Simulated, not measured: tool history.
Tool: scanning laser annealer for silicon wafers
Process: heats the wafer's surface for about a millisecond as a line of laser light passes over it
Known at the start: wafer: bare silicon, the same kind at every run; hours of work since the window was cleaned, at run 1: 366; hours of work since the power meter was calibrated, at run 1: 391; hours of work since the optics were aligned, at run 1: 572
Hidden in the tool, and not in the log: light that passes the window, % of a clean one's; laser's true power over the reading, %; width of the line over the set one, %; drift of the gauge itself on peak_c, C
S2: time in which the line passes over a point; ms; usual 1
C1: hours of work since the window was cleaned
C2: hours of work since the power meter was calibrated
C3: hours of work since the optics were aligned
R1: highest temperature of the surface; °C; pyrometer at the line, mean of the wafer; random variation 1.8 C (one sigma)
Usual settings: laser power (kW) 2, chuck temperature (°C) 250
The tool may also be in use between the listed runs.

{"run": 1, "hour": 0.0, "laser power (kW)": 2, "S2": 1, "chuck temperature (°C)": 250, "C1": 366, "C2": 391, "C3": 572, "R1": 1025}
{"run": 2, "hour": 11.3, "laser power (kW)": 2, "S2": 0.94, "chuck temperature (°C)": 250, "C1": 375, "C2": 400, "C3": 581, "R1": 999}
{"run": 3, "hour": 17.3, "laser power (kW)": 2, "S2": 0.94, "chuck temperature (°C)": 250, "C1": 379, "C2": 404, "C3": 586, "R1": 1000}
{"run": 4, "hour": 26.6, "laser power (kW)": 2, "S2": 0.94, "chuck temperature (°C)": 250, "C1": 387, "C2": 411, "C3": 593, "R1": 999}
{"run": 5, "hour": 38.4, "laser power (kW)": 2, "S2": 1, "chuck temperature (°C)": 250, "C1": 396, "C2": 421, "C3": 602, "R1": 1022}
{"run": 6, "hour": 46.6, "laser power (kW)": 2, "S2": 1, "chuck temperature (°C)": 250, "C1": 402, "C2": 427, "C3": 609, "R1": 1024}
{"run": 7, "hour": 52.2, "laser power (kW)": 2, "S2": 1, "chuck temperature (°C)": 250, "C1": 406, "C2": 431, "C3": 613, "R1": 1026}
{"run": 8, "hour": 62.3, "laser power (kW)": 2, "S2": 1, "chuck temperature (°C)": 250, "C1": 414, "C2": 439, "C3": 621, "R1": 1026}
{"run": 9, "hour": 68.6, "laser power (kW)": 2, "S2": 1, "chuck temperature (°C)": 250, "C1": 419, "C2": 444, "C3": 626, "R1": 1026}
{"run": 10, "hour": 74.0, "laser power (kW)": 2, "S2": 1, "chuck temperature (°C)": 249, "C1": 423, "C2": 448, "C3": 630, "R1": 1019}
{"run": 11, "hour": 81.6, "laser power (kW)": 2, "S2": 1, "chuck temperature (°C)": 249, "C1": 429, "C2": 454, "C3": 636, "R1": 1021}
{"run": 12, "hour": 88.5, "laser power (kW)": 2, "S2": 1, "chuck temperature (°C)": 250, "C1": 435, "C2": 460, "C3": 641, "R1": 1021}
{"run": 13, "hour": 100.7, "laser power (kW)": 2, "S2": 1, "chuck temperature (°C)": 250, "C1": 444, "C2": 469, "C3": 651, "R1": 1027}
{"run": 14, "hour": 111.0, "laser power (kW)": 2, "S2": 1.09, "chuck temperature (°C)": 250, "C1": 452, "C2": 477, "C3": 659, "R1": 1056}
{"hour": 114.0, "done": "window over the wafer cleaned"}
{"run": 15, "hour": 124.9, "laser power (kW)": 2, "S2": 1, "chuck temperature (°C)": 250, "C1": 8, "C2": 486, "C3": 668, "R1": 1024}
{"run": 16, "hour": 130.8, "laser power (kW)": 2, "S2": 1, "chuck temperature (°C)": 250, "C1": 13, "C2": 491, "C3": 672, "R1": 1024}
{"run": 17, "hour": 139.4, "laser power (kW)": 2, "S2": 1, "chuck temperature (°C)": 250, "C1": 20, "C2": 498, "C3": 679, "R1": 1026}
{"run": 18, "hour": 150.7, "laser power (kW)": 2, "S2": 1, "chuck temperature (°C)": 250, "C1": 29, "C2": 506, "C3": 688, "R1": 1024}
{"run": 19, "hour": 156.2, "laser power (kW)": 2, "S2": 1, "chuck temperature (°C)": 250, "C1": 33, "C2": 511, "C3": 692, "R1": 1024}
{"run": 20, "hour": 166.2, "laser power (kW)": 2, "S2": 1, "chuck temperature (°C)": 250, "C1": 41, "C2": 518, "C3": 700, "R1": 1020}
{"run": 21, "hour": 176.8, "laser power (kW)": 1.914, "S2": 1.02, "chuck temperature (°C)": 279, "C1": 49, "C2": 527, "C3": 708, "R1": 1022}
{"run": 22, "hour": 187.6, "laser power (kW)": 1.954, "S2": 1, "chuck temperature (°C)": 272, "C1": 57, "C2": 535, "C3": 717, "R1": 1028}
{"run": 23, "hour": 198.3, "laser power (kW)": 1.846, "S2": 1, "chuck temperature (°C)": 212, "C1": 65, "C2": 543, "C3": 725, "R1": 915}
{"run": 24, "hour": 208.7, "laser power (kW)": 2.186, "S2": 1.04, "chuck temperature (°C)": 273, "C1": 74, "C2": 551, "C3": 733, "R1": 1152}
{"run": 25, "hour": 218.3, "laser power (kW)": 2.186, "S2": 1.04, "chuck temperature (°C)": 273, "C1": 81, "C2": 559, "C3": 740, "R1": 1153}
{"run": 26, "hour": 229.3, "laser power (kW)": 2.186, "S2": 1.04, "chuck temperature (°C)": 273, "C1": 90, "C2": 567, "C3": 749, "R1": 1151}
{"run": 27, "hour": 235.1, "laser power (kW)": 1.887, "S2": 1, "chuck temperature (°C)": 241, "C1": 94, "C2": 572, "C3": 754, "R1": 964}
{"run": 28, "hour": 247.5, "laser power (kW)": 2.1, "S2": 0.88, "chuck temperature (°C)": 250, "C1": 104, "C2": 582, "C3": 763, "R1": 1020}
{"run": 29, "hour": 253.0, "laser power (kW)": 2, "S2": 1, "chuck temperature (°C)": 286, "C1": 108, "C2": 586, "C3": 767, "R1": 1060}
{"run": 30, "hour": 264.8, "laser power (kW)": 2, "S2": 1.15, "chuck temperature (°C)": 250, "C1": 117, "C2": 595, "C3": 777, "R1": 1078}
{"run": 31, "hour": 277.0, "laser power (kW)": 2.023, "S2": 1.15, "chuck temperature (°C)": 258, "C1": 127, "C2": 604, "C3": 786, "R1": 1097}
{"run": 32, "hour": 283.8, "laser power (kW)": 1.939, "S2": 0.89, "chuck temperature (°C)": 269, "C1": 132, "C2": 610, "C3": 791, "R1": 974}
{"run": 33, "hour": 291.4, "laser power (kW)": 1.939, "S2": 0.89, "chuck temperature (°C)": 269, "C1": 138, "C2": 616, "C3": 797, "R1": 971}
{"run": 34, "hour": 300.7, "laser power (kW)": 2.037, "S2": 0.78, "chuck temperature (°C)": 258, "C1": 145, "C2": 623, "C3": 804, "R1": 958}
{"run": 35, "hour": 306.2, "laser power (kW)": 2.037, "S2": 0.78, "chuck temperature (°C)": 247, "C1": 149, "C2": 627, "C3": 809, "R1": 948}
{"run": 36, "hour": 314.1, "laser power (kW)": 1.746, "S2": 1.12, "chuck temperature (°C)": 284, "C1": 155, "C2": 633, "C3": 815, "R1": 982}
{"run": 37, "hour": 325.5, "laser power (kW)": 2.029, "S2": 1.23, "chuck temperature (°C)": 287, "C1": 164, "C2": 642, "C3": 824, "R1": 1160}
{"run": 38, "hour": 336.9, "laser power (kW)": 2.029, "S2": 1.23, "chuck temperature (°C)": 287, "C1": 173, "C2": 651, "C3": 833, "R1": 1159}
{"run": 39, "hour": 347.4, "laser power (kW)": 1.978, "S2": 1.23, "chuck temperature (°C)": 245, "C1": 181, "C2": 659, "C3": 841, "R1": 1092}
{"run": 40, "hour": 354.8, "laser power (kW)": 1.911, "S2": 0.75, "chuck temperature (°C)": 285, "C1": 187, "C2": 665, "C3": 847, "R1": 919}

Hidden state at the last listed run before each entry between runs and at the first one after, where it differs:
Between runs 14 and 15: window over the wafer cleaned (hour 114)
  light that passes the window, % of a clean one's: 99.86 -> 99.99
